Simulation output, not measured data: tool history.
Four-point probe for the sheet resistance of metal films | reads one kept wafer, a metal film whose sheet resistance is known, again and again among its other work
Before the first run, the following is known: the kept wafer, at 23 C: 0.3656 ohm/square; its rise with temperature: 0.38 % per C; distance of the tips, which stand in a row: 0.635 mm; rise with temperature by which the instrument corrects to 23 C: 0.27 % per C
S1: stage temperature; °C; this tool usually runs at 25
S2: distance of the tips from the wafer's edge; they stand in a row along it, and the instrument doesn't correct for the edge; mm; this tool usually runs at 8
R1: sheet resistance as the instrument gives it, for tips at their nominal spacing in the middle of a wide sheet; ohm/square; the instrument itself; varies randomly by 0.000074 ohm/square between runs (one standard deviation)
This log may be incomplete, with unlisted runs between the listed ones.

run   hour  S1  S2        R1
  1      0  25   8  0.371807
  2   20.5  25   8   0.37183
  3   37.7  25   8   0.37197
  4   63.1  25   8  0.371988
  5   74.9  25   8  0.371931
  6   87.4  25   8  0.371977
  7  110.4  25   8  0.371936
  8  123.2  25   8   0.37207
  9    142  25   8  0.372037
 10  162.3  25   8   0.37218
 11  184.3  25   6  0.373133
 12    205  25   8  0.372099
 13  229.4  25   8  0.372206
 14  241.2  25  22  0.371157
 15  259.5  25   8  0.372294
 16  278.9  25   8  0.372282
 17  293.4  25   8  0.372202
 18  316.5  28   8  0.373591
 19  335.1  28   8  0.373401
 20  354.5  28  45   0.37229
 21    370  25   8  0.372456
 22  397.9  25  24  0.371265
 23    410  25  14  0.371579
 24  426.5  25  14  0.371588
 25  453.6  29   4  0.377753
 26  466.6  29  43  0.372929
 27  490.1  26  11  0.372368
 28    516  24   4  0.376072
 29  543.3  24   4  0.376084
 30  558.4  24   3  0.379848
 31  576.2  23   8  0.372028
 32  593.9  23  58  0.370768
 33  609.6  20   7  0.371172
 34    634  31  48  0.373981
 35  649.9  18   8   0.36998
 36  661.4  26  63  0.372044
 37  679.9  26  63  0.372232
 38  698.6  26   9  0.373113
 39  724.9  35   6  0.377728
 40  738.9  24  11  0.372023
 41  756.2  24  11  0.371981
 42  783.1  26  35  0.372311
 43  804.1  21  15  0.370605
 44    832  20  73  0.369932
 45  853.2  28  24  0.373253
 46  869.2  28  24  0.373301

Each run again, without the hidden state but with its own random variation kept:
Hidden conditions of the tool in this case: inner tips' distance over the nominal, %; tips' flats over new ones', %; wafer's true temperature over the reading, C; drift of the gauge itself on sheet_ohm, %.
run        R1
  1  0.367621
  2  0.367608
  3   0.36772
  4  0.367695
  5  0.367621
  6  0.367645
  7  0.367564
  8  0.367676
  9  0.367615
 10  0.367726
 11  0.368636
 12  0.367582
 13  0.367648
 14  0.366593
 15  0.367692
 16  0.367645
 17  0.367543
 18  0.368871
 19  0.368652
 20  0.367523
 21  0.367666
 22  0.366445
 23  0.366733
 24  0.366714
 25  0.372754
 26  0.367968
 27  0.367381
 28  0.370996
 29  0.370967
 30  0.374661
 31  0.366911
 32  0.365638
 33  0.366018
 34  0.368731
 35  0.364783
 36  0.366786
 37  0.366942
 38  0.367781
 39  0.372272
 40  0.366644
 41  0.366576
 42   0.36685
 43  0.365143
 44  0.364435
 45   0.36766
 46  0.367683

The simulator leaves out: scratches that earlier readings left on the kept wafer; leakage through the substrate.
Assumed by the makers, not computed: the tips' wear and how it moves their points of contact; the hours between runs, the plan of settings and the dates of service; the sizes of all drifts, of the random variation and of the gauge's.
